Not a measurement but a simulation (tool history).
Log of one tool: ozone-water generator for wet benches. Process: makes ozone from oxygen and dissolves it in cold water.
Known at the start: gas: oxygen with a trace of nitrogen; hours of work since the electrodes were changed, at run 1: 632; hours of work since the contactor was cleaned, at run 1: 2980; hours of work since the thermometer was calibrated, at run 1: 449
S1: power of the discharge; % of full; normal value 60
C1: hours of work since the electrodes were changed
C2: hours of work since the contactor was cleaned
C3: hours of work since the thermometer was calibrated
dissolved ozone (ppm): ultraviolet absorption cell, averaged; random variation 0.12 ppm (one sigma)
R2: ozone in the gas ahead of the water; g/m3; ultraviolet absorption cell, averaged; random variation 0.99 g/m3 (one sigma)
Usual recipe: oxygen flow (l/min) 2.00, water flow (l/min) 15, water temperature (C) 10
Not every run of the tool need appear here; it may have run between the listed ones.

Run 1, hour 0.0: usual settings; C1 632; C2 2980; C3 449. Result: dissolved ozone (ppm) 12.0, R2 170.5 g/m3.
Run 2, hour 71.3: usual settings; C1 675; C2 3024; C3 493. Result: dissolved ozone (ppm) 12.0, R2 170.2 g/m3.
Run 3, hour 135.5: usual settings; C1 715; C2 3063; C3 532. Result: dissolved ozone (ppm) 12.0, R2 169.3 g/m3.
Run 4, hour 186.5: usual settings; C1 746; C2 3094; C3 563. Result: dissolved ozone (ppm) 11.9, R2 170.9 g/m3.
Run 5, hour 224.5: usual settings; C1 769; C2 3117; C3 587. Result: dissolved ozone (ppm) 11.9, R2 171.1 g/m3.
Run 6, hour 308.4: usual settings; C1 820; C2 3169; C3 638. Result: dissolved ozone (ppm) 12.1, R2 169.0 g/m3.
Run 7, hour 344.6: usual settings but water flow (l/min) 12; C1 842; C2 3191; C3 660. Result: dissolved ozone (ppm) 15.2, R2 169.2 g/m3.
Run 8, hour 388.0: usual settings but water flow (l/min) 12; C1 869; C2 3217; C3 686. Result: dissolved ozone (ppm) 15.6, R2 169.4 g/m3.
Run 9, hour 422.3: usual settings but water flow (l/min) 12; C1 890; C2 3238; C3 707. Result: dissolved ozone (ppm) 15.1, R2 168.6 g/m3.
Run 10, hour 480.4: usual settings but water temperature (C) 15; C1 925; C2 3274; C3 743. Result: dissolved ozone (ppm) 11.5, R2 169.4 g/m3.
Run 11, hour 554.6: usual settings but water temperature (C) 15; C1 971; C2 3319; C3 788. Result: dissolved ozone (ppm) 11.3, R2 167.3 g/m3.
Run 12, hour 625.5: usual settings but water temperature (C) 15; C1 1014; C2 3363; C3 832. Result: dissolved ozone (ppm) 11.4, R2 169.1 g/m3.
Run 13, hour 679.3: usual settings but water temperature (C) 15; C1 1047; C2 3395; C3 864. Result: dissolved ozone (ppm) 11.3, R2 169.5 g/m3.
Run 14, hour 760.3: usual settings but water temperature (C) 15; C1 1097; C2 3445; C3 914. Result: dissolved ozone (ppm) 11.4, R2 168.4 g/m3.
Run 15, hour 829.1: usual settings but water temperature (C) 15; C1 1139; C2 3487; C3 956. Result: dissolved ozone (ppm) 11.4, R2 168.8 g/m3.
Run 16, hour 887.8: usual settings but water temperature (C) 15; C1 1174; C2 3523; C3 992. Result: dissolved ozone (ppm) 11.4, R2 167.9 g/m3.
Run 17, hour 957.1: usual settings but water temperature (C) 15; C1 1217; C2 3565; C3 1034. Result: dissolved ozone (ppm) 11.4, R2 166.9 g/m3.
Run 18, hour 1025.8: usual settings but S1 53 % of full, oxygen flow (l/min) 1.50, water flow (l/min) 24, water temperature (C) 11; C1 1259; C2 3607; C3 1076. Result: dissolved ozone (ppm) 5.4, R2 176.9 g/m3.
Run 19, hour 1091.7: usual settings but S1 53 % of full, oxygen flow (l/min) 1.50, water flow (l/min) 24, water temperature (C) 11; C1 1299; C2 3648; C3 1117. Result: dissolved ozone (ppm) 5.7, R2 178.2 g/m3.
Run 20, hour 1138.0: usual settings but S1 41 % of full, oxygen flow (l/min) 1.45, water flow (l/min) 24; C1 1327; C2 3676; C3 1145. Result: dissolved ozone (ppm) 4.4, R2 146.6 g/m3.
Run 21, hour 1213.7: usual settings but S1 41 % of full, oxygen flow (l/min) 1.45, water flow (l/min) 24; C1 1374; C2 3722; C3 1191. Result: dissolved ozone (ppm) 4.4, R2 144.5 g/m3.
Run 22, hour 1248.2: usual settings but S1 41 % of full, oxygen flow (l/min) 1.45, water flow (l/min) 24; C1 1395; C2 3743; C3 1212. Result: dissolved ozone (ppm) 4.4, R2 145.8 g/m3.
Run 23, hour 1306.6: usual settings but S1 49 % of full, oxygen flow (l/min) 1.45, water flow (l/min) 22, water temperature (C) 17; C1 1431; C2 3779; C3 1248. Result: dissolved ozone (ppm) 5.4, R2 169.9 g/m3.
Run 24, hour 1377.2: usual settings but S1 74 % of full, water flow (l/min) 20, water temperature (C) 15; C1 1474; C2 3822; C3 1291. Result: dissolved ozone (ppm) 9.6, R2 199.1 g/m3.
Run 25, hour 1447.1: usual settings but S1 74 % of full, water flow (l/min) 20, water temperature (C) 15; C1 1516; C2 3865; C3 1334. Result: dissolved ozone (ppm) 9.8, R2 199.7 g/m3.
Run 26, hour 1514.2: usual settings but S1 74 % of full, water flow (l/min) 20, water temperature (C) 15; C1 1557; C2 3906; C3 1375. Result: dissolved ozone (ppm) 9.6, R2 199.4 g/m3.
Run 27, hour 1573.9: usual settings but S1 74 % of full, water flow (l/min) 20, water temperature (C) 15; C1 1594; C2 3942; C3 1411. Result: dissolved ozone (ppm) 9.7, R2 199.2 g/m3.
Run 28, hour 1617.4: usual settings but S1 62 % of full, oxygen flow (l/min) 1.62, water flow (l/min) 10, water temperature (C) 7; C1 1620; C2 3969; C3 1438. Result: dissolved ozone (ppm) 18.8, R2 192.4 g/m3.
Run 29, hour 1697.5: usual settings but S1 93 % of full, oxygen flow (l/min) 1.60, water flow (l/min) 12, water temperature (C) 7; C1 1669; C2 4018; C3 1487. Result: dissolved ozone (ppm) 21.5, R2 270.4 g/m3.
Run 30, hour 1749.0: usual settings but water flow (l/min) 12, water temperature (C) 6; C1 1701; C2 4049; C3 1518. Result: dissolved ozone (ppm) 15.5, R2 166.2 g/m3.
At hour 1787.6: gauge calibrated.
Run 31, hour 1789.6: usual settings but water flow (l/min) 12, water temperature (C) 6; C1 1726; C2 4074; C3 1543. Result: dissolved ozone (ppm) 16.0, R2 170.9 g/m3.
Run 32, hour 1848.6: usual settings but water flow (l/min) 12, water temperature (C) 6; C1 1762; C2 4110; C3 1579. Result: dissolved ozone (ppm) 15.7, R2 171.4 g/m3.
Run 33, hour 1925.2: usual settings but oxygen flow (l/min) 2.69, water flow (l/min) 22, water temperature (C) 6; C1 1809; C2 4157; C3 1626. Result: dissolved ozone (ppm) 8.1, R2 144.1 g/m3.

Results for each run, recomputed without the tool's hidden state and with each run's random variation untouched:
Hidden state at play: yield of the discharge, % of new electrodes'; contactor's efficiency, % of a clean one's; true water temperature over the reading, C; drift of the gauge itself on ozone_ppm, %; drift of the gauge itself on gas_g_m3, %.
run     R2
  1  170.5
  2  170.4
  3  169.7
  4  171.5
  5  171.7
  6  169.9
  7  170.3
  8  170.6
  9  169.9
 10  170.8
 11  168.9
 12  170.9
 13  171.5
 14  170.6
 15  171.3
 16  170.5
 17  169.7
 18  180.1
 19  181.6
 20  149.5
 21  147.6
 22  148.9
 23  173.7
 24  203.9
 25  204.7
 26  204.7
 27  204.7
 28  197.8
 29  278.5
 30  171.3
 31  171.0
 32  171.7
 33  144.5
dissolved ozone (ppm): at most 0.1 away from the measurement, every run.
